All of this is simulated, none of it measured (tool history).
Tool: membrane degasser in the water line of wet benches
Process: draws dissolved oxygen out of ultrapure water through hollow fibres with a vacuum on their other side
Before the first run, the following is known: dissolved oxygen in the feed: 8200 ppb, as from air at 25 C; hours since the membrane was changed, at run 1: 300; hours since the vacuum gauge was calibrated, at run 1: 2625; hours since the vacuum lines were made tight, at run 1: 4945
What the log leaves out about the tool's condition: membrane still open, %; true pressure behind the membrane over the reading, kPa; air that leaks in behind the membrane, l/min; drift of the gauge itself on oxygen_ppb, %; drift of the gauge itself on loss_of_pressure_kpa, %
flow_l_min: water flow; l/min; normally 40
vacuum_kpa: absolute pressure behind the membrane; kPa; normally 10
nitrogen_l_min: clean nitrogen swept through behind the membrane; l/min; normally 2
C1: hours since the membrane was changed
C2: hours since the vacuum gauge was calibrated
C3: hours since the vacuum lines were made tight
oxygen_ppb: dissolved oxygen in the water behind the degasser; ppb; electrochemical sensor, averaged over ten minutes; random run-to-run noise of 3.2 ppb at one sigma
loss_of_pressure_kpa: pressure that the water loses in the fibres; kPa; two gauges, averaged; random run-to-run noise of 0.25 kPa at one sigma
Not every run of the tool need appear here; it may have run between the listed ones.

run 1 hour=0 | flow_l_min=40 vacuum_kpa=10 nitrogen_l_min=2 | C1=300 C2=2625 C3=4945 | oxygen_ppb=333.4 loss_of_pressure_kpa=66.69
run 2 hour=58 | flow_l_min=24 vacuum_kpa=10 nitrogen_l_min=2 | C1=358 C2=2683 C3=5003 | oxygen_ppb=207.5 loss_of_pressure_kpa=39.82
run 3 hour=139.7 | flow_l_min=40 vacuum_kpa=10 nitrogen_l_min=2 | C1=440 C2=2764 C3=5085 | oxygen_ppb=338.3 loss_of_pressure_kpa=66.97
run 4 hour=241.6 | flow_l_min=40 vacuum_kpa=10 nitrogen_l_min=2 | C1=542 C2=2866 C3=5187 | oxygen_ppb=335.3 loss_of_pressure_kpa=66.86
run 5 hour=355.5 | flow_l_min=40 vacuum_kpa=10 nitrogen_l_min=2 | C1=656 C2=2980 C3=5300 | oxygen_ppb=344.7 loss_of_pressure_kpa=66.84
run 6 hour=406.9 | flow_l_min=40 vacuum_kpa=10 nitrogen_l_min=2 | C1=707 C2=3032 C3=5352 | oxygen_ppb=338.1 loss_of_pressure_kpa=66.9
run 7 hour=459.5 | flow_l_min=49 vacuum_kpa=10 nitrogen_l_min=3 | C1=760 C2=3084 C3=5404 | oxygen_ppb=301.4 loss_of_pressure_kpa=82.21

Estimate the outcome of run 8 from the log above:
run 8 hour=538.3 | flow_l_min=25 vacuum_kpa=7 nitrogen_l_min=1.25 | C1=839 C2=3163 C3=5483 | oxygen_ppb=? loss_of_pressure_kpa=?

{"run 8": {"oxygen_ppb": 193.4, "loss_of_pressure_kpa": 41.81}}
Were there no unlogged condition in the tool, this run, its random variation unchanged, would have produced oxygen_ppb 178.4 ppb, loss_of_pressure_kpa 41.35 kPa.

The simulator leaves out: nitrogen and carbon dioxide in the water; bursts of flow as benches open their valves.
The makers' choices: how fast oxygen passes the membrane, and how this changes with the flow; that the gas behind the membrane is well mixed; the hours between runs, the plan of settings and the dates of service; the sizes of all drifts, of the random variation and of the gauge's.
